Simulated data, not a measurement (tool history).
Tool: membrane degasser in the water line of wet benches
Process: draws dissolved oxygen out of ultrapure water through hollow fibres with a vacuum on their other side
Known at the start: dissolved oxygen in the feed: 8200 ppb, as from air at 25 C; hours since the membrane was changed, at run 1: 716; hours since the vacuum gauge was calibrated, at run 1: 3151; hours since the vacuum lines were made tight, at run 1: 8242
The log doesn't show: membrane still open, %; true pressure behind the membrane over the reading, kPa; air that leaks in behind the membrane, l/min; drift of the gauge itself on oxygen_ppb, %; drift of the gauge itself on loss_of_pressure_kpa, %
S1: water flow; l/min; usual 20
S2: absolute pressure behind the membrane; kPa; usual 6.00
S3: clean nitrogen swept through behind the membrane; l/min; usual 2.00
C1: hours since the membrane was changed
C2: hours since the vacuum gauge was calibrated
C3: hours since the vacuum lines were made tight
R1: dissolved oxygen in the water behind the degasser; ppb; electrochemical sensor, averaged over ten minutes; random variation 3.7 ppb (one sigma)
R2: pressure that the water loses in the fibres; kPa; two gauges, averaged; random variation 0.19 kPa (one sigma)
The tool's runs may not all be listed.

run      day  S1     S2    S3    C1    C2    C3     R1     R2
  1    0.000  20   6.00  2.00   716  3151  8242  376.6  39.89
  2    8.075  20   6.00  2.00   910  3345  8436  378.4  40.08
  3   13.408  20   6.00  2.00  1038  3473  8564  385.7  39.86
  4   20.425  20   6.00  2.00  1207  3641  8732  384.2  39.94
  5   28.125  20   6.00  2.00  1391  3826  8917  379.9  39.98
  6   34.562  20   6.00  2.00  1546  3980  9071  389.5  40.12
  7   38.004  20   6.00  2.00  1628  4063  9154  388.7  40.24
  8   45.500  20  14.57  2.00  1808  4243  9334  574.4  39.97
  9   49.896  20   6.00  2.00  1914  4348  9439  387.0  39.89
 10   56.104  20   6.00  2.00  2063  4497  9588  392.0  40.58
 11   63.625  20   4.80  2.00  2243  4678  9769  359.1  40.22
      65.862  -- seals of the vacuum lines changed
 12   68.962  20   6.00  2.72  2369  4804    74  376.2  40.37
 13   73.704  20   6.00  2.72  2483  4918   188  375.6  40.25
 14   77.888  20   6.00  2.72  2584  5018   289  371.9  40.20
 15   85.642  19   6.00  2.72  2770  5204   475  334.0  38.18
 16   89.833  19   6.00  2.72  2870  5305   575  327.1  38.58
 17   96.904  20   4.27  2.00  3040  5474   745  362.2  40.60
 18  101.329  20   4.27  2.00  3146  5581   851  360.2  40.49
 19  107.858  20   4.27  2.00  3303  5737  1008  357.2  40.03
 20  114.504  20  10.09  1.45  3462  5897  1167  539.2  40.74
 21  121.233  20   8.59  0.95  3624  6058  1329  573.0  40.23
 22  129.125  31   7.58  3.91  3813  6248  1518  955.5  63.27
 23  137.042  31   7.58  3.91  4003  6438  1708  952.3  62.89
 24  143.383  25   7.38  2.92  4156  6590  1861  657.9  51.12
 25  149.112  25   7.38  2.92  4293  6727  1998  666.3  51.32

The next listed run, before its measurement:
 26  157.200  25  7.38  2.92  4487  6922  2192   ?   ?

Run 26 gave R1 661.9 ppb, R2 51.29 kPa.
Without the tool's hidden state the same run would have given R1 609.9 ppb, R2 49.75 kPa.
